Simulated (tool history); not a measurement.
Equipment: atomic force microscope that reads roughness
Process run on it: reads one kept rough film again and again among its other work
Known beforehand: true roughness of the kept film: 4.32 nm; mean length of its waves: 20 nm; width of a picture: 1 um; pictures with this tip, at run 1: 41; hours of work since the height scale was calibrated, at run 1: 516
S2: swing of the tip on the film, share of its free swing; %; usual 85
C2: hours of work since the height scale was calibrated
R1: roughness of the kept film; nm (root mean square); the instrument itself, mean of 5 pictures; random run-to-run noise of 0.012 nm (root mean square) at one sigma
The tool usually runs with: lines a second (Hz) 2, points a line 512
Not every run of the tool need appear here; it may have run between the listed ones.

{"run": 1, "day": 0.0, "lines a second (Hz)": 2, "S2": 85, "points a line": 512, "pictures with this tip": 41, "C2": 516, "R1": 2.162}
{"run": 2, "day": 0.829, "lines a second (Hz)": 2, "S2": 85, "points a line": 512, "pictures with this tip": 83, "C2": 529, "R1": 1.85}
{"run": 3, "day": 1.546, "lines a second (Hz)": 2, "S2": 85, "points a line": 512, "pictures with this tip": 119, "C2": 540, "R1": 1.624}
{"day": 1.854, "done": "new tip fitted"}
{"run": 4, "day": 2.862, "lines a second (Hz)": 2, "S2": 85, "points a line": 512, "pictures with this tip": 51, "C2": 560, "R1": 2.153}
{"run": 5, "day": 4.242, "lines a second (Hz)": 2, "S2": 85, "points a line": 512, "pictures with this tip": 120, "C2": 582, "R1": 1.645}
{"day": 4.475, "done": "new tip fitted"}
{"run": 6, "day": 5.592, "lines a second (Hz)": 2, "S2": 85, "points a line": 512, "pictures with this tip": 56, "C2": 602, "R1": 2.055}
{"run": 7, "day": 7.008, "lines a second (Hz)": 2, "S2": 85, "points a line": 512, "pictures with this tip": 127, "C2": 624, "R1": 1.575}
{"day": 7.196, "done": "new tip fitted"}
{"run": 8, "day": 8.412, "lines a second (Hz)": 2, "S2": 85, "points a line": 512, "pictures with this tip": 61, "C2": 646, "R1": 2.027}
{"run": 9, "day": 9.292, "lines a second (Hz)": 2, "S2": 85, "points a line": 982, "pictures with this tip": 105, "C2": 660, "R1": 1.753}
{"day": 9.9, "done": "new tip fitted"}
{"run": 10, "day": 10.358, "lines a second (Hz)": 2, "S2": 85, "points a line": 512, "pictures with this tip": 23, "C2": 676, "R1": 2.437}
{"run": 11, "day": 11.483, "lines a second (Hz)": 2, "S2": 85, "points a line": 512, "pictures with this tip": 79, "C2": 693, "R1": 1.965}
{"run": 12, "day": 12.258, "lines a second (Hz)": 2, "S2": 85, "points a line": 512, "pictures with this tip": 118, "C2": 705, "R1": 1.695}
{"day": 12.529, "done": "new tip fitted"}
{"run": 13, "day": 12.925, "lines a second (Hz)": 2, "S2": 85, "points a line": 512, "pictures with this tip": 20, "C2": 715, "R1": 2.455}
{"run": 14, "day": 14.096, "lines a second (Hz)": 2, "S2": 85, "points a line": 512, "pictures with this tip": 79, "C2": 734, "R1": 1.902}
{"day": 15.171, "done": "new tip fitted"}
{"run": 15, "day": 15.308, "lines a second (Hz)": 2, "S2": 85, "points a line": 512, "pictures with this tip": 6, "C2": 752, "R1": 2.546}
{"run": 16, "day": 16.671, "lines a second (Hz)": 2, "S2": 85, "points a line": 512, "pictures with this tip": 75, "C2": 773, "R1": 1.913}
{"run": 17, "day": 17.621, "lines a second (Hz)": 2, "S2": 85, "points a line": 512, "pictures with this tip": 123, "C2": 788, "R1": 1.639}
{"day": 17.821, "done": "new tip fitted"}
{"run": 18, "day": 18.304, "lines a second (Hz)": 2, "S2": 85, "points a line": 512, "pictures with this tip": 24, "C2": 798, "R1": 2.451}
{"run": 19, "day": 19.517, "lines a second (Hz)": 2.44, "S2": 85, "points a line": 512, "pictures with this tip": 85, "C2": 817, "R1": 1.874}
{"day": 20.45, "done": "new tip fitted"}
{"run": 20, "day": 20.696, "lines a second (Hz)": 2.44, "S2": 85, "points a line": 512, "pictures with this tip": 12, "C2": 835, "R1": 2.484}
{"run": 21, "day": 21.642, "lines a second (Hz)": 2.44, "S2": 85, "points a line": 512, "pictures with this tip": 59, "C2": 850, "R1": 2.028}
{"run": 22, "day": 22.588, "lines a second (Hz)": 2, "S2": 85, "points a line": 748, "pictures with this tip": 107, "C2": 864, "R1": 1.733}
{"day": 23.083, "done": "new tip fitted"}
{"run": 23, "day": 23.558, "lines a second (Hz)": 2, "S2": 85, "points a line": 748, "pictures with this tip": 23, "C2": 879, "R1": 2.443}
{"run": 24, "day": 24.967, "lines a second (Hz)": 2, "S2": 85, "points a line": 748, "pictures with this tip": 94, "C2": 901, "R1": 1.83}
{"day": 25.775, "done": "new tip fitted"}
{"run": 25, "day": 25.775, "lines a second (Hz)": 2, "S2": 85, "points a line": 748, "pictures with this tip": 0, "C2": 913, "R1": 2.734}
{"run": 26, "day": 26.821, "lines a second (Hz)": 2, "S2": 85, "points a line": 748, "pictures with this tip": 52, "C2": 929, "R1": 2.158}
{"run": 27, "day": 28.25, "lines a second (Hz)": 2, "S2": 85, "points a line": 748, "pictures with this tip": 124, "C2": 952, "R1": 1.639}
{"day": 28.488, "done": "new tip fitted"}
{"run": 28, "day": 29.683, "lines a second (Hz)": 2, "S2": 71, "points a line": 512, "pictures with this tip": 60, "C2": 974, "R1": 2.128}
{"run": 29, "day": 30.542, "lines a second (Hz)": 2, "S2": 71, "points a line": 512, "pictures with this tip": 103, "C2": 987, "R1": 1.81}
{"day": 31.129, "done": "new tip fitted"}
{"run": 30, "day": 31.983, "lines a second (Hz)": 2, "S2": 71, "points a line": 512, "pictures with this tip": 42, "C2": 1009, "R1": 2.308}
{"run": 31, "day": 33.371, "lines a second (Hz)": 3.01, "S2": 88, "points a line": 523, "pictures with this tip": 112, "C2": 1030, "R1": 1.552}
{"day": 33.771, "done": "new tip fitted"}
{"run": 32, "day": 34.821, "lines a second (Hz)": 2.01, "S2": 79, "points a line": 523, "pictures with this tip": 53, "C2": 1053, "R1": 2.157}
{"run": 33, "day": 36.142, "lines a second (Hz)": 2.01, "S2": 79, "points a line": 523, "pictures with this tip": 119, "C2": 1073, "R1": 1.7}
{"day": 36.396, "done": "new tip fitted"}
{"run": 34, "day": 37.55, "lines a second (Hz)": 2.01, "S2": 79, "points a line": 523, "pictures with this tip": 58, "C2": 1095, "R1": 2.128}
{"run": 35, "day": 38.212, "lines a second (Hz)": 2, "S2": 85, "points a line": 478, "pictures with this tip": 91, "C2": 1105, "R1": 1.874}
{"run": 36, "day": 38.804, "lines a second (Hz)": 2, "S2": 85, "points a line": 478, "pictures with this tip": 121, "C2": 1114, "R1": 1.672}
{"day": 39.029, "done": "new tip fitted"}
{"run": 37, "day": 39.608, "lines a second (Hz)": 2.66, "S2": 85, "points a line": 843, "pictures with this tip": 29, "C2": 1126, "R1": 2.305}
{"run": 38, "day": 40.767, "lines a second (Hz)": 1.16, "S2": 78, "points a line": 399, "pictures with this tip": 87, "C2": 1144, "R1": 1.946}
{"day": 41.671, "done": "new tip fitted"}
{"run": 39, "day": 41.796, "lines a second (Hz)": 1.16, "S2": 78, "points a line": 399, "pictures with this tip": 6, "C2": 1160, "R1": 2.798}
{"run": 40, "day": 43.217, "lines a second (Hz)": 0.53, "S2": 85, "points a line": 519, "pictures with this tip": 77, "C2": 1182, "R1": 2.072}
{"run": 41, "day": 43.9, "lines a second (Hz)": 2, "S2": 73, "points a line": 397, "pictures with this tip": 112, "C2": 1193, "R1": 1.769}
{"day": 44.346, "done": "new tip fitted"}
{"run": 42, "day": 44.658, "lines a second (Hz)": 2, "S2": 74, "points a line": 720, "pictures with this tip": 15, "C2": 1204, "R1": 2.626}
{"run": 43, "day": 45.821, "lines a second (Hz)": 1.38, "S2": 74, "points a line": 720, "pictures with this tip": 74, "C2": 1222, "R1": 2.109}
{"run": 44, "day": 46.883, "lines a second (Hz)": 1.38, "S2": 74, "points a line": 720, "pictures with this tip": 127, "C2": 1239, "R1": 1.714}
{"day": 46.988, "done": "new tip fitted"}
{"run": 45, "day": 47.583, "lines a second (Hz)": 1.38, "S2": 74, "points a line": 720, "pictures with this tip": 30, "C2": 1249, "R1": 2.494}
{"run": 46, "day": 48.567, "lines a second (Hz)": 2.92, "S2": 56, "points a line": 288, "pictures with this tip": 80, "C2": 1264, "R1": 2.031}
{"run": 47, "day": 49.308, "lines a second (Hz)": 2.92, "S2": 56, "points a line": 288, "pictures with this tip": 117, "C2": 1276, "R1": 1.775}
{"day": 49.662, "done": "new tip fitted"}
{"run": 48, "day": 50.671, "lines a second (Hz)": 2.92, "S2": 56, "points a line": 288, "pictures with this tip": 50, "C2": 1297, "R1": 2.23}
{"run": 49, "day": 51.283, "lines a second (Hz)": 1.34, "S2": 56, "points a line": 288, "pictures with this tip": 81, "C2": 1306, "R1": 2.013}
{"run": 50, "day": 51.896, "lines a second (Hz)": 1.34, "S2": 62, "points a line": 288, "pictures with this tip": 112, "C2": 1316, "R1": 1.804}
{"day": 52.375, "done": "new tip fitted"}
{"run": 51, "day": 53.192, "lines a second (Hz)": 1.01, "S2": 65, "points a line": 625, "pictures with this tip": 41, "C2": 1336, "R1": 2.416}
{"run": 52, "day": 54.054, "lines a second (Hz)": 2.44, "S2": 79, "points a line": 512, "pictures with this tip": 84, "C2": 1349, "R1": 1.901}
{"day": 55.108, "done": "new tip fitted"}
{"run": 53, "day": 55.462, "lines a second (Hz)": 2, "S2": 85, "points a line": 493, "pictures with this tip": 18, "C2": 1371, "R1": 2.519}

How the hidden state differs across the entries between the runs, from the last listed run before each to the first after it:
Runs 3 to 4: new tip fitted (day 1.854)
  radius of the tip, nm: 32.7 -> 19.1; height scale over the true one, %: 0.14 -> 0.15
  measured value less the no-hidden-state value, R1: -1.095 -> -0.585 nm (root mean square)
Runs 5 to 6: new tip fitted (day 4.475)
  radius of the tip, nm: 32.1 -> 21.2; height scale over the true one, %: 0.16 -> 0.17
  measured value less the no-hidden-state value, R1: -1.082 -> -0.684 nm (root mean square)
Runs 7 to 8: new tip fitted (day 7.196)
  radius of the tip, nm: 34.3 -> 21.4; height scale over the true one, %: 0.18 -> 0.19
  measured value less the no-hidden-state value, R1: -1.136 -> -0.686 nm (root mean square)
Runs 9 to 10: new tip fitted (day 9.9)
  radius of the tip, nm: 29.1 -> 14.1; height scale over the true one, %: 0.19 -> 0.2
  measured value less the no-hidden-state value, R1: -0.994 -> -0.291 nm (root mean square)
Runs 12 to 13: new tip fitted (day 12.529)
  radius of the tip, nm: 30.2 -> 13.8; height scale over the true one, %: 0.21 -> 0.22
  measured value less the no-hidden-state value, R1: -1.018 -> -0.276 nm (root mean square)
Runs 14 to 15: new tip fitted (day 15.171)
  radius of the tip, nm: 24.4 -> 12.4; height scale over the true one, %: 0.23 -> 0.24
  measured value less the no-hidden-state value, R1: -0.817 -> -0.172 nm (root mean square)
Runs 17 to 18: new tip fitted (day 17.821)
  radius of the tip, nm: 32.2 -> 13.8; height scale over the true one, %: 0.25 -> 0.26
  measured value less the no-hidden-state value, R1: -1.083 -> -0.271 nm (root mean square)
Runs 19 to 20: new tip fitted (day 20.45)
  radius of the tip, nm: 24.6 -> 12.5; height scale over the true one, %: 0.26 -> 0.27
  measured value less the no-hidden-state value, R1: -0.809 -> -0.175 nm (root mean square)
Runs 22 to 23: new tip fitted (day 23.083)
  radius of the tip, nm: 29.6 -> 14.2
  measured value less the no-hidden-state value, R1: -1.001 -> -0.297 nm (root mean square)
Runs 24 to 25: new tip fitted (day 25.775)
  radius of the tip, nm: 26.8 -> 10.1; height scale over the true one, %: 0.3 -> 0.31
  measured value less the no-hidden-state value, R1: -0.907 -> -0.003 nm (root mean square)
Runs 27 to 28: new tip fitted (day 28.488)
  radius of the tip, nm: 32.5 -> 21.9; height scale over the true one, %: 0.33 -> 0.34
  measured value less the no-hidden-state value, R1: -1.092 -> -0.746 nm (root mean square)
Runs 29 to 30: new tip fitted (day 31.129)
  radius of the tip, nm: 29.2 -> 18.2; height scale over the true one, %: 0.34 -> 0.35
  measured value less the no-hidden-state value, R1: -1.034 -> -0.558 nm (root mean square)
Runs 31 to 32: new tip fitted (day 33.771)
  radius of the tip, nm: 31.7 -> 19.9; height scale over the true one, %: 0.36 -> 0.37
  measured value less the no-hidden-state value, R1: -0.997 -> -0.624 nm (root mean square)
Runs 33 to 34: new tip fitted (day 36.396)
  radius of the tip, nm: 31.4 -> 20.4; height scale over the true one, %: 0.38 -> 0.39
  measured value less the no-hidden-state value, R1: -1.076 -> -0.649 nm (root mean square)
Runs 36 to 37: new tip fitted (day 39.029)
  radius of the tip, nm: 31.2 -> 15.7
  measured value less the no-hidden-state value, R1: -1.05 -> -0.383 nm (root mean square)
Runs 38 to 39: new tip fitted (day 41.671)
  radius of the tip, nm: 25.9 -> 11; height scale over the true one, %: 0.41 -> 0.42
  measured value less the no-hidden-state value, R1: -0.912 -> -0.07 nm (root mean square)
Runs 41 to 42: new tip fitted (day 44.346)
  radius of the tip, nm: 30.4 -> 12.8; height scale over the true one, %: 0.43 -> 0.44
  measured value less the no-hidden-state value, R1: -1.071 -> -0.205 nm (root mean square)
Runs 44 to 45: new tip fitted (day 46.988)
  radius of the tip, nm: 33.2 -> 15.6
  measured value less the no-hidden-state value, R1: -1.174 -> -0.404 nm (root mean square)
Runs 47 to 48: new tip fitted (day 49.662)
  radius of the tip, nm: 30.8 -> 19.6; height scale over the true one, %: 0.47 -> 0.48
  measured value less the no-hidden-state value, R1: -1.093 -> -0.623 nm (root mean square)
Runs 50 to 51: new tip fitted (day 52.375)
  radius of the tip, nm: 30.4 -> 17.5; height scale over the true one, %: 0.49 -> 0.5
  measured value less the no-hidden-state value, R1: -1.084 -> -0.527 nm (root mean square)
Runs 52 to 53: new tip fitted (day 55.108)
  radius of the tip, nm: 24.9 -> 13.1; height scale over the true one, %: 0.51 -> 0.52
  measured value less the no-hidden-state value, R1: -0.837 -> -0.22 nm (root mean square)

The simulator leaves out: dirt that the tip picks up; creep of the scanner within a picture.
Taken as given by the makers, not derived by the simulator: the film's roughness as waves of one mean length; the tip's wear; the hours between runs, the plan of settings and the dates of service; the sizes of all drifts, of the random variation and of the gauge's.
